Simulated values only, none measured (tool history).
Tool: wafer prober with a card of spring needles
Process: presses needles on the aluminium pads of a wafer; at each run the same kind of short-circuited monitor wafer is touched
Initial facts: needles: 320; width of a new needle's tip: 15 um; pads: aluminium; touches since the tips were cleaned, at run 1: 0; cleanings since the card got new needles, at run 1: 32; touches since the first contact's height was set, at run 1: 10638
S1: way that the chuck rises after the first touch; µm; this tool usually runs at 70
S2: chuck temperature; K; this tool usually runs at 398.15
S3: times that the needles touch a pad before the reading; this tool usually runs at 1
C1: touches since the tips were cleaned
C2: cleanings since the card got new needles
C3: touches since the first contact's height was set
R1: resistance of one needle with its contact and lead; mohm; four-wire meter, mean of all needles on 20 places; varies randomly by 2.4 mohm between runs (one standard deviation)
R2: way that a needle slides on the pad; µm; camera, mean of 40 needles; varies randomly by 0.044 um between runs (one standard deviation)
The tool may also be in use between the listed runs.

run	hour	S1	S2	S3	C1	C2	C3	R1	R2
1	0	70	398.15	1	0	32	10638	277	12.58
# hour 8.7: tips cleaned on abrasive film
2	8.9	70	398.15	1	86	33	13440	282	12.64
# hour 17.6: tips cleaned on abrasive film
# hour 26.6: tips cleaned on abrasive film
3	26.6	70	398.15	1	0	35	18976	279	12.56
# hour 35.5: tips cleaned on abrasive film
4	42.8	70	398.15	1	2301	36	24068	280	12.54
# hour 43.9: tips cleaned on abrasive film
# hour 52.6: tips cleaned on abrasive film
5	52.6	70	398.15	3	0	38	27141	278	12.57
# hour 61.3: tips cleaned on abrasive film
6	64.2	70	398.15	3	912	39	30760	278	12.59
# hour 70.1: tips cleaned on abrasive film
7	77.5	70	398.15	1	2362	40	34967	276	12.53
# hour 79: tips cleaned on abrasive film
# hour 87.7: tips cleaned on abrasive film
8	90.7	56	354.15	1	954	42	39093	266	10.01

The next listed run, before its measurement:
# hour 96.9: tips cleaned on abrasive film
9	100.2	70	346.15	1	1033	43	42061	?	?

Logged for run 9: R1 261 mohm, R2 12.61 µm.
With no hidden state in the tool, this same run would have given R1 260 mohm, R2 12.67 µm.

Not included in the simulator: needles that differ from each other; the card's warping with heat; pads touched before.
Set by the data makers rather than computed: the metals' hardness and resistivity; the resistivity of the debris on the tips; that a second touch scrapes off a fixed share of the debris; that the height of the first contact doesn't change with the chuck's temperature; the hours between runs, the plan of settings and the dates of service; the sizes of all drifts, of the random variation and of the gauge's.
